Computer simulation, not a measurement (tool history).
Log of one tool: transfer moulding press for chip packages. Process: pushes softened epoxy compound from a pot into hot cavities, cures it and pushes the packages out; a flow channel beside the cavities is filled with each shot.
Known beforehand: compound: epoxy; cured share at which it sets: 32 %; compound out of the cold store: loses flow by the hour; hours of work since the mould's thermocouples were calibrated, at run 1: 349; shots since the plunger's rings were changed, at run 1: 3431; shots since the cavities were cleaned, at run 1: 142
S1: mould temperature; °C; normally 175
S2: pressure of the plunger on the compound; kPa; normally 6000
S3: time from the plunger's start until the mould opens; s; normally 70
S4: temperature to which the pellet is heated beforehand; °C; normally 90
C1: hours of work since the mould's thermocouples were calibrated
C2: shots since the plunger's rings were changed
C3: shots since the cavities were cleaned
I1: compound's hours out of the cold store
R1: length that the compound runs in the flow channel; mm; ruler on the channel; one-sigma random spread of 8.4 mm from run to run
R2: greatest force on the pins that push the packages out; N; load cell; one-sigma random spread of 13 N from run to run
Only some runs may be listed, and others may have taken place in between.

run   hour   S1    S2  S3  S4   C1    C2   C3    I1    R1    R2
  1    0.0  175  6000  70  90  349  3431  142   9.8  1015  1082
      26.6  -- cavities cleaned with cleaning compound and waxed
      64.5  -- cavities cleaned with cleaning compound and waxed
  2   68.3  175  6000  70  90  398  4619   70  38.9   841   835
      97.6  -- cavities cleaned with cleaning compound and waxed
  3  104.6  175  6000  70  88  424  5251  127  44.3   816   872
     135.7  -- cavities cleaned with cleaning compound and waxed
  4  147.6  175  6000  70  90  455  6006  217  34.4   851  1105
     155.5  -- plunger's sealing rings changed
     172.7  -- cavities cleaned with cleaning compound and waxed
  5  191.0  175  6000  99  90  485   617  334  36.1   907   782
     210.6  -- cavities cleaned with cleaning compound and waxed
     242.5  -- cavities cleaned with cleaning compound and waxed
  6  242.5  175  6000  99  90  521  1498    0  35.6   913   428
     277.5  -- cavities cleaned with cleaning compound and waxed
     310.0  -- cavities cleaned with cleaning compound and waxed
  7  310.0  175  6000  70  90  569  2671    0   9.4  1034   710
     346.1  -- cavities cleaned with cleaning compound and waxed
  8  359.3  175  6000  70  90  605  3540  240  22.4   958  1186
     379.8  -- cavities cleaned with cleaning compound and waxed
     412.5  -- cavities cleaned with cleaning compound and waxed
  9  413.9  175  6000  70  87  643  4478   26  10.2   999   842
     444.4  -- cavities cleaned with cleaning compound and waxed
     479.5  -- cavities cleaned with cleaning compound and waxed
 10  492.0  175  6000  70  87  699  5843  227  29.6   864  1127
     506.5  -- plunger's sealing rings changed
     514.8  -- cavities cleaned with cleaning compound and waxed
     551.0  -- cavities cleaned with cleaning compound and waxed
 11  563.3  178  6000  75  87  749   979  223  33.6   898   834

Run 12 comes next. What will it give?
     582.9  -- cavities cleaned with cleaning compound and waxed
 12  596.1  176  6000  72  87  772  1547  239  25.8   ?   ?

Run 12 measured R1 969 mm, R2 1050 N.
Minus the tool's unlogged condition, the same run would have read R1 988 mm, R2 579 N.

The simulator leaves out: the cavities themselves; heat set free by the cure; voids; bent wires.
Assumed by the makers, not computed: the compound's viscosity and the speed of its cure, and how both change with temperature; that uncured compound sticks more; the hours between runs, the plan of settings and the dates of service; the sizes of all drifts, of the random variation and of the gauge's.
